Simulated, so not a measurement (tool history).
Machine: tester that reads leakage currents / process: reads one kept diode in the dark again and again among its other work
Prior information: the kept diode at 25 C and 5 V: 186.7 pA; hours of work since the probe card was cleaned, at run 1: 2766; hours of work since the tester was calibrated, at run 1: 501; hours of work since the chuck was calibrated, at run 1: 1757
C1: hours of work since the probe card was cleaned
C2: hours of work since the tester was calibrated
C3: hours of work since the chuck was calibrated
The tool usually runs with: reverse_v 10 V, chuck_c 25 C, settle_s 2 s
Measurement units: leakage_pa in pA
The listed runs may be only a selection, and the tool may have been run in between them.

run 1 day=0 | reverse_v=10 chuck_c=25 settle_s=2 | C1=2766 C2=501 C3=1757 | leakage_pa=233.78
-- day=5.554 probe card cleaned and baked
-- day=7.054 chuck's temperature calibrated
run 2 day=7.567 | reverse_v=10 chuck_c=39 settle_s=2 | C1=32 C2=622 C3=8 | leakage_pa=700.19
run 3 day=13.021 | reverse_v=10 chuck_c=25 settle_s=2 | C1=121 C2=712 C3=98 | leakage_pa=234.16
run 4 day=19.65 | reverse_v=10 chuck_c=25 settle_s=2 | C1=230 C2=820 C3=207 | leakage_pa=232.98
run 5 day=23.446 | reverse_v=10 chuck_c=36 settle_s=2 | C1=292 C2=883 C3=269 | leakage_pa=560.44
run 6 day=27 | reverse_v=10 chuck_c=36 settle_s=2 | C1=351 C2=941 C3=327 | leakage_pa=561.02
run 7 day=33.892 | reverse_v=10 chuck_c=25 settle_s=2 | C1=464 C2=1054 C3=440 | leakage_pa=234.58
run 8 day=37.175 | reverse_v=10 chuck_c=25 settle_s=1.49 | C1=517 C2=1108 C3=494 | leakage_pa=234.83
run 9 day=42.754 | reverse_v=10 chuck_c=25 settle_s=1.49 | C1=609 C2=1199 C3=586 | leakage_pa=233.98
run 10 day=49.396 | reverse_v=10 chuck_c=25 settle_s=0.45 | C1=718 C2=1308 C3=695 | leakage_pa=235.8
run 11 day=56.708 | reverse_v=10 chuck_c=25 settle_s=0.45 | C1=838 C2=1428 C3=815 | leakage_pa=237.81
run 12 day=63.021 | reverse_v=10 chuck_c=25 settle_s=0.45 | C1=941 C2=1532 C3=918 | leakage_pa=235.96
run 13 day=69.538 | reverse_v=10 chuck_c=25 settle_s=0.45 | C1=1048 C2=1639 C3=1025 | leakage_pa=236.4
run 14 day=76.817 | reverse_v=10 chuck_c=25 settle_s=1.74 | C1=1168 C2=1758 C3=1144 | leakage_pa=234.19
run 15 day=84.2 | reverse_v=4.5 chuck_c=25 settle_s=2 | C1=1289 C2=1879 C3=1266 | leakage_pa=181.2
run 16 day=87.933 | reverse_v=4.5 chuck_c=25 settle_s=2 | C1=1350 C2=1941 C3=1327 | leakage_pa=181.84
run 17 day=95.079 | reverse_v=10 chuck_c=25 settle_s=2 | C1=1467 C2=2058 C3=1444 | leakage_pa=235
run 18 day=100.158 | reverse_v=10 chuck_c=25 settle_s=2 | C1=1551 C2=2141 C3=1527 | leakage_pa=234.85
run 19 day=104.075 | reverse_v=10 chuck_c=25 settle_s=2 | C1=1615 C2=2205 C3=1592 | leakage_pa=235.32
run 20 day=107.654 | reverse_v=10 chuck_c=25 settle_s=2 | C1=1674 C2=2264 C3=1650 | leakage_pa=234.88
run 21 day=111.888 | reverse_v=10 chuck_c=25 settle_s=2 | C1=1743 C2=2334 C3=1720 | leakage_pa=234.49
run 22 day=117.55 | reverse_v=18.9 chuck_c=26 settle_s=2 | C1=1836 C2=2427 C3=1813 | leakage_pa=312.48
-- day=121.192 chuck's temperature calibrated
run 23 day=123.483 | reverse_v=18.9 chuck_c=26 settle_s=2 | C1=1932 C2=2522 C3=38 | leakage_pa=313.18
run 24 day=128.55 | reverse_v=8.9 chuck_c=26 settle_s=2 | C1=2015 C2=2606 C3=121 | leakage_pa=244.82
run 25 day=132.758 | reverse_v=8.9 chuck_c=26 settle_s=2 | C1=2084 C2=2675 C3=190 | leakage_pa=245.63
run 26 day=136.592 | reverse_v=8.9 chuck_c=26 settle_s=2 | C1=2147 C2=2738 C3=253 | leakage_pa=244.03
run 27 day=142.433 | reverse_v=2.7 chuck_c=26 settle_s=0.94 | C1=2243 C2=2833 C3=349 | leakage_pa=166.8
run 28 day=146.196 | reverse_v=10 chuck_c=25 settle_s=0.65 | C1=2305 C2=2895 C3=410 | leakage_pa=235.2
run 29 day=152.292 | reverse_v=17.5 chuck_c=28 settle_s=0.65 | C1=2405 C2=2995 C3=510 | leakage_pa=359.98
run 30 day=159.017 | reverse_v=17.5 chuck_c=28 settle_s=0.65 | C1=2515 C2=3105 C3=621 | leakage_pa=361.96
run 31 day=164.312 | reverse_v=2.5 chuck_c=25 settle_s=2 | C1=2602 C2=3192 C3=707 | leakage_pa=150.12
run 32 day=169.396 | reverse_v=2.3 chuck_c=56 settle_s=1.25 | C1=2685 C2=3276 C3=791 | leakage_pa=1465.07
run 33 day=175.488 | reverse_v=1.1 chuck_c=25 settle_s=4.11 | C1=2785 C2=3376 C3=891 | leakage_pa=115.17
run 34 day=178.712 | reverse_v=2.9 chuck_c=25 settle_s=0.72 | C1=2838 C2=3429 C3=944 | leakage_pa=156.92
-- day=180.071 probe card cleaned and baked
run 35 day=183.596 | reverse_v=10 chuck_c=24 settle_s=2 | C1=58 C2=3507 C3=1022 | leakage_pa=215.51
run 36 day=188.808 | reverse_v=10 chuck_c=24 settle_s=2 | C1=143 C2=3592 C3=1107 | leakage_pa=216.33
run 37 day=194.971 | reverse_v=10 chuck_c=25 settle_s=0.93 | C1=244 C2=3693 C3=1208 | leakage_pa=235.83
run 38 day=200.688 | reverse_v=10 chuck_c=42 settle_s=0.41 | C1=338 C2=3787 C3=1302 | leakage_pa=876.41
run 39 day=206.942 | reverse_v=10 chuck_c=42 settle_s=0.34 | C1=441 C2=3890 C3=1405 | leakage_pa=876.98

Predict each of these 4 candidate next runs independently; none follows another, all start after run 39:
run A day=213.575 | reverse_v=1.8 chuck_c=47 settle_s=0.83 | C1=550 C2=3999 C3=1514 | leakage_pa=?
run B day=213.575 | reverse_v=4.3 chuck_c=36 settle_s=8.78 | C1=550 C2=3999 C3=1514 | leakage_pa=?
run C day=213.575 | reverse_v=10 chuck_c=25 settle_s=1.4 | C1=550 C2=3999 C3=1514 | leakage_pa=?
run D day=213.575 | reverse_v=2.5 chuck_c=21 settle_s=8.82 | C1=550 C2=3999 C3=1514 | leakage_pa=?

run=A leakage_pa=722.8
run=B leakage_pa=423.8
run=C leakage_pa=234.56
run=D leakage_pa=107.28
Without the tool's hidden state the same runs would have given:
run=A leakage_pa=721.88
run=B leakage_pa=423.22
run=C leakage_pa=234.19
run=D leakage_pa=107.11
